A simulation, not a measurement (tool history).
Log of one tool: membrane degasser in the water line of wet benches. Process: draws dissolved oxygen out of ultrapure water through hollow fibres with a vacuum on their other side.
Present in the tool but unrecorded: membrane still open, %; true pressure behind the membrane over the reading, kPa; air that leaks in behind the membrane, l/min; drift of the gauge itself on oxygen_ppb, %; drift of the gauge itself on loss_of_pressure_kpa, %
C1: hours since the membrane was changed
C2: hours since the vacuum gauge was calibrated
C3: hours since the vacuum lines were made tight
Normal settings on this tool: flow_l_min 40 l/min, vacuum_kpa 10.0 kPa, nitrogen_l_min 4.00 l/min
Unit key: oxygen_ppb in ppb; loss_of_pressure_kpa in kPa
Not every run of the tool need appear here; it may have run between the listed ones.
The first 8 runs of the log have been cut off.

At hour 602.3: vacuum gauge calibrated.
Run 9, hour 614.5: usual settings; C1 2197; C2 12; C3 5825. Result: oxygen_ppb 186.4 ppb, loss_of_pressure_kpa 62.55 kPa.
Run 10, hour 683.5: usual settings; C1 2266; C2 81; C3 5894. Result: oxygen_ppb 187.4 ppb, loss_of_pressure_kpa 61.89 kPa.
Run 11, hour 768.9: usual settings; C1 2351; C2 167; C3 5980. Result: oxygen_ppb 188.5 ppb, loss_of_pressure_kpa 62.37 kPa.
At hour 808.4: vacuum gauge calibrated, once more.
Run 12, hour 813.0: usual settings but flow_l_min 56 l/min; C1 2395; C2 5; C3 6023. Result: oxygen_ppb 245.6 ppb, loss_of_pressure_kpa 86.95 kPa.
Run 13, hour 878.8: usual settings but flow_l_min 56 l/min; C1 2461; C2 70; C3 6089. Result: oxygen_ppb 245.0 ppb, loss_of_pressure_kpa 87.34 kPa.
Run 14, hour 931.5: usual settings but flow_l_min 56 l/min; C1 2513; C2 123; C3 6142. Result: oxygen_ppb 248.4 ppb, loss_of_pressure_kpa 87.15 kPa.
Run 15, hour 1002.5: usual settings; C1 2585; C2 194; C3 6213. Result: oxygen_ppb 166.3 ppb, loss_of_pressure_kpa 62.28 kPa.
Run 16, hour 1085.8: usual settings but flow_l_min 24 l/min; C1 2668; C2 277; C3 6296. Result: oxygen_ppb 103.0 ppb, loss_of_pressure_kpa 37.45 kPa.
Run 17, hour 1163.9: usual settings but flow_l_min 24 l/min; C1 2746; C2 355; C3 6374. Result: oxygen_ppb 103.0 ppb, loss_of_pressure_kpa 37.47 kPa.
Run 18, hour 1269.7: usual settings but flow_l_min 24 l/min, vacuum_kpa 9.3 kPa, nitrogen_l_min 5.20 l/min; C1 2852; C2 461; C3 6480. Result: oxygen_ppb 72.3 ppb, loss_of_pressure_kpa 37.05 kPa.
At hour 1287.4: seals of the vacuum lines changed.
Run 19, hour 1362.8: usual settings but flow_l_min 51 l/min, vacuum_kpa 9.3 kPa, nitrogen_l_min 1.65 l/min; C1 2943; C2 552; C3 75. Result: oxygen_ppb 402.0 ppb, loss_of_pressure_kpa 79.66 kPa.
Run 20, hour 1441.4: usual settings but nitrogen_l_min 6.40 l/min; C1 3021; C2 631; C3 154. Result: oxygen_ppb 106.7 ppb, loss_of_pressure_kpa 62.54 kPa.
Run 21, hour 1485.8: usual settings but nitrogen_l_min 6.40 l/min; C1 3066; C2 675; C3 198. Result: oxygen_ppb 106.5 ppb, loss_of_pressure_kpa 62.38 kPa.
Run 22, hour 1544.1: usual settings but vacuum_kpa 11.0 kPa; C1 3124; C2 734; C3 257. Result: oxygen_ppb 191.4 ppb, loss_of_pressure_kpa 62.62 kPa.
Run 23, hour 1597.6: usual settings but vacuum_kpa 17.5 kPa; C1 3178; C2 787; C3 310. Result: oxygen_ppb 334.4 ppb, loss_of_pressure_kpa 62.18 kPa.
Run 24, hour 1706.3: usual settings but flow_l_min 56 l/min, vacuum_kpa 6.1 kPa, nitrogen_l_min 6.51 l/min; C1 3286; C2 896; C3 419. Result: oxygen_ppb 93.0 ppb, loss_of_pressure_kpa 87.08 kPa.
Run 25, hour 1798.2: usual settings but flow_l_min 56 l/min, vacuum_kpa 6.1 kPa, nitrogen_l_min 6.51 l/min; C1 3378; C2 988; C3 511. Result: oxygen_ppb 92.6 ppb, loss_of_pressure_kpa 87.76 kPa.
Run 26, hour 1891.0: usual settings but flow_l_min 56 l/min, vacuum_kpa 7.1 kPa, nitrogen_l_min 4.04 l/min; C1 3471; C2 1081; C3 604. Result: oxygen_ppb 156.2 ppb, loss_of_pressure_kpa 87.83 kPa.
Run 27, hour 1951.7: usual settings but flow_l_min 56 l/min, vacuum_kpa 7.1 kPa, nitrogen_l_min 4.04 l/min; C1 3532; C2 1141; C3 664. Result: oxygen_ppb 154.4 ppb, loss_of_pressure_kpa 87.46 kPa.
Run 28, hour 2016.7: usual settings but flow_l_min 56 l/min, vacuum_kpa 7.1 kPa, nitrogen_l_min 4.04 l/min; C1 3597; C2 1206; C3 729. Result: oxygen_ppb 158.3 ppb, loss_of_pressure_kpa 87.17 kPa.
Run 29, hour 2123.9: usual settings but flow_l_min 32 l/min, vacuum_kpa 6.4 kPa, nitrogen_l_min 5.84 l/min; C1 3704; C2 1313; C3 836. Result: oxygen_ppb 45.2 ppb, loss_of_pressure_kpa 49.99 kPa.
Run 30, hour 2192.3: usual settings but flow_l_min 32 l/min, vacuum_kpa 6.4 kPa, nitrogen_l_min 5.84 l/min; C1 3772; C2 1382; C3 905. Result: oxygen_ppb 44.8 ppb, loss_of_pressure_kpa 50.17 kPa.
Run 31, hour 2275.3: usual settings but flow_l_min 34 l/min, vacuum_kpa 10.1 kPa, nitrogen_l_min 5.84 l/min; C1 3855; C2 1465; C3 988. Result: oxygen_ppb 99.3 ppb, loss_of_pressure_kpa 53.76 kPa.
Run 32, hour 2359.5: usual settings but flow_l_min 34 l/min, vacuum_kpa 10.1 kPa, nitrogen_l_min 5.84 l/min; C1 3940; C2 1549; C3 1072. Result: oxygen_ppb 99.5 ppb, loss_of_pressure_kpa 53.41 kPa.
Run 33, hour 2467.3: usual settings but flow_l_min 34 l/min, vacuum_kpa 10.1 kPa, nitrogen_l_min 5.84 l/min; C1 4047; C2 1657; C3 1180. Result: oxygen_ppb 98.3 ppb, loss_of_pressure_kpa 53.21 kPa.

Each row is a separate what-if for the run after 33, all from the same tool condition, not one after another. Results?
Run A, hour 2531.7: usual settings but flow_l_min 49 l/min, vacuum_kpa 10.1 kPa, nitrogen_l_min 2.56 l/min; C1 4112; C2 1721; C3 1244. Result: oxygen_ppb ?, loss_of_pressure_kpa ?.
Run B, hour 2531.7: usual settings but flow_l_min 44 l/min, nitrogen_l_min 10.59 l/min; C1 4112; C2 1721; C3 1244. Result: oxygen_ppb ?, loss_of_pressure_kpa ?.
Run C, hour 2531.7: usual settings but flow_l_min 34 l/min, vacuum_kpa 16.2 kPa, nitrogen_l_min 3.44 l/min; C1 4112; C2 1721; C3 1244. Result: oxygen_ppb ?, loss_of_pressure_kpa ?.

run  oxygen_ppb  loss_of_pressure_kpa
  A       313.4                 76.81
  B        80.6                 69.59
  C       290.4                 53.72
With no hidden state in the tool, these same runs would have given:
run  oxygen_ppb  loss_of_pressure_kpa
  A       303.7                 74.64
  B        77.0                 67.64
  C       285.3                 52.21
